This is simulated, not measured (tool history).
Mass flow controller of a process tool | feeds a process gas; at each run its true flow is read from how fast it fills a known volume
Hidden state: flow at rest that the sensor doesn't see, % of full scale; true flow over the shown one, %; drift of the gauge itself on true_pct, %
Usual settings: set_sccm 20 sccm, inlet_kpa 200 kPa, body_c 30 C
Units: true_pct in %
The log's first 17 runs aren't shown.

run,day,set_sccm,inlet_kpa,body_c,hours of work since the controller was set to zero,hours of work since the controller was changed,true_pct
18,148.996,9,200,29,1522,9956,96.99
19,159.538,9,200,29,1686,10121,97.05
20,171.383,9,200,29,1871,10305,96.99
21,176.458,6,182,31,1950,10384,96.7
22,188.692,47,207,29,2140,10575,99.67
23,198.292,47,199,22,2290,10724,99.83
24,209.129,40,190,31,2459,10893,98.92
25,221.325,40,190,31,2649,11083,98.94
26,227.212,6,179,33,2740,11175,96.75
27,232.625,6,179,33,2825,11259,96.68
28,244.725,12,207,28,3013,11447,97.12
29,250.888,8,200,30,3109,11543,96.87
30,257.129,8,200,30,3206,11641,96.82
31,266.042,16,200,36,3345,11779,97.19
32,276.95,5,150,22,3515,11949,96.85
33,287.654,7,200,24,3682,12116,97.05
34,297.538,7,200,24,3836,12270,97.11
35,306.254,11,200,20,3971,12406,97.61

3 ways to go on from here, each from the tool as it stands after run 35. What would each give?
A,312.375,35,186,30,4067,12501,?
B,312.375,20,200,30,4067,12501,?
C,312.375,15,210,26,4067,12501,?

run,true_pct
A,98.72
B,97.69
C,97.46
Without the tool's hidden state the same runs would have given:
run,true_pct
A,98.75
B,97.71
C,97.48

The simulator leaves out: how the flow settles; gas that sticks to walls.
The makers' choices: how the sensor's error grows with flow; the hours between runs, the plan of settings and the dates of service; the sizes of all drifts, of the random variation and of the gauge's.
